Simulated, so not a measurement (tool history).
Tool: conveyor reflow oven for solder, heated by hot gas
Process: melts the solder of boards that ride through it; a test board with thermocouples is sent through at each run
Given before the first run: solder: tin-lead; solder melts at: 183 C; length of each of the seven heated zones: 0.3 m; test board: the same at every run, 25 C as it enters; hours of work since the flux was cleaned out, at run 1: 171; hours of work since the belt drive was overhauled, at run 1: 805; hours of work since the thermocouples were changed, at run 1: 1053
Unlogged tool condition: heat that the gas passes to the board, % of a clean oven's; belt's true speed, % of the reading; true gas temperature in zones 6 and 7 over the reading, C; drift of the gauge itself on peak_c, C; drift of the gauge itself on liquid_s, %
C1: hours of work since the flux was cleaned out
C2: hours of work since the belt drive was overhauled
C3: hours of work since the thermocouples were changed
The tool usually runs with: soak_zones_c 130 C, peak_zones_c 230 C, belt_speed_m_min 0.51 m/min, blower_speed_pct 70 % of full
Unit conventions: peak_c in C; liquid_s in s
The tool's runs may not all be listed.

{"run": 1, "hour": 0.0, "soak_zones_c": 130, "peak_zones_c": 230, "belt_speed_m_min": 0.51, "blower_speed_pct": 70, "C1": 171, "C2": 805, "C3": 1053, "peak_c": 209.4, "liquid_s": 44.5}
{"run": 2, "hour": 26.0, "soak_zones_c": 130, "peak_zones_c": 230, "belt_speed_m_min": 0.51, "blower_speed_pct": 70, "C1": 188, "C2": 822, "C3": 1070, "peak_c": 209.4, "liquid_s": 44.2}
{"run": 3, "hour": 52.4, "soak_zones_c": 130, "peak_zones_c": 241, "belt_speed_m_min": 0.51, "blower_speed_pct": 70, "C1": 205, "C2": 840, "C3": 1088, "peak_c": 218.7, "liquid_s": 51.9}
{"run": 4, "hour": 76.9, "soak_zones_c": 130, "peak_zones_c": 241, "belt_speed_m_min": 0.51, "blower_speed_pct": 70, "C1": 221, "C2": 856, "C3": 1104, "peak_c": 218.3, "liquid_s": 51.5}
{"run": 5, "hour": 93.2, "soak_zones_c": 130, "peak_zones_c": 241, "belt_speed_m_min": 0.51, "blower_speed_pct": 70, "C1": 232, "C2": 866, "C3": 1114, "peak_c": 218.3, "liquid_s": 51.5}
{"run": 6, "hour": 126.9, "soak_zones_c": 130, "peak_zones_c": 241, "belt_speed_m_min": 0.51, "blower_speed_pct": 70, "C1": 254, "C2": 888, "C3": 1137, "peak_c": 218, "liquid_s": 51.3}
{"run": 7, "hour": 159.1, "soak_zones_c": 130, "peak_zones_c": 239, "belt_speed_m_min": 0.51, "blower_speed_pct": 70, "C1": 275, "C2": 910, "C3": 1158, "peak_c": 216.3, "liquid_s": 49.9}
{"run": 8, "hour": 191.6, "soak_zones_c": 130, "peak_zones_c": 230, "belt_speed_m_min": 0.51, "blower_speed_pct": 70, "C1": 297, "C2": 931, "C3": 1179, "peak_c": 208.4, "liquid_s": 43}
{"hour": 219.0, "done": "thermocouples of zones 6 and 7 changed"}
{"run": 9, "hour": 222.7, "soak_zones_c": 130, "peak_zones_c": 230, "belt_speed_m_min": 0.51, "blower_speed_pct": 70, "C1": 316, "C2": 950, "C3": 2, "peak_c": 209.8, "liquid_s": 44.4}
{"run": 10, "hour": 255.7, "soak_zones_c": 130, "peak_zones_c": 230, "belt_speed_m_min": 0.51, "blower_speed_pct": 70, "C1": 337, "C2": 972, "C3": 24, "peak_c": 210.1, "liquid_s": 44.6}
{"hour": 267.5, "done": "flux residue cleaned out of gas plates and filters"}
{"run": 11, "hour": 288.6, "soak_zones_c": 130, "peak_zones_c": 230, "belt_speed_m_min": 0.51, "blower_speed_pct": 70, "C1": 14, "C2": 990, "C3": 42, "peak_c": 212.5, "liquid_s": 47.2}
{"run": 12, "hour": 319.1, "soak_zones_c": 130, "peak_zones_c": 230, "belt_speed_m_min": 0.431, "blower_speed_pct": 70, "C1": 34, "C2": 1010, "C3": 62, "peak_c": 216.9, "liquid_s": 62.1}

Expected results for the next run?
{"run": 13, "hour": 353.2, "soak_zones_c": 130, "peak_zones_c": 230, "belt_speed_m_min": 0.431, "blower_speed_pct": 70, "C1": 56, "C2": 1032, "C3": 85, "peak_c": "?", "liquid_s": "?"}

peak_c: 216.9 C
liquid_s: 61.7 s
Minus the tool's unlogged condition, the same run would have read peak_c 217.3 C, liquid_s 61.2 s.
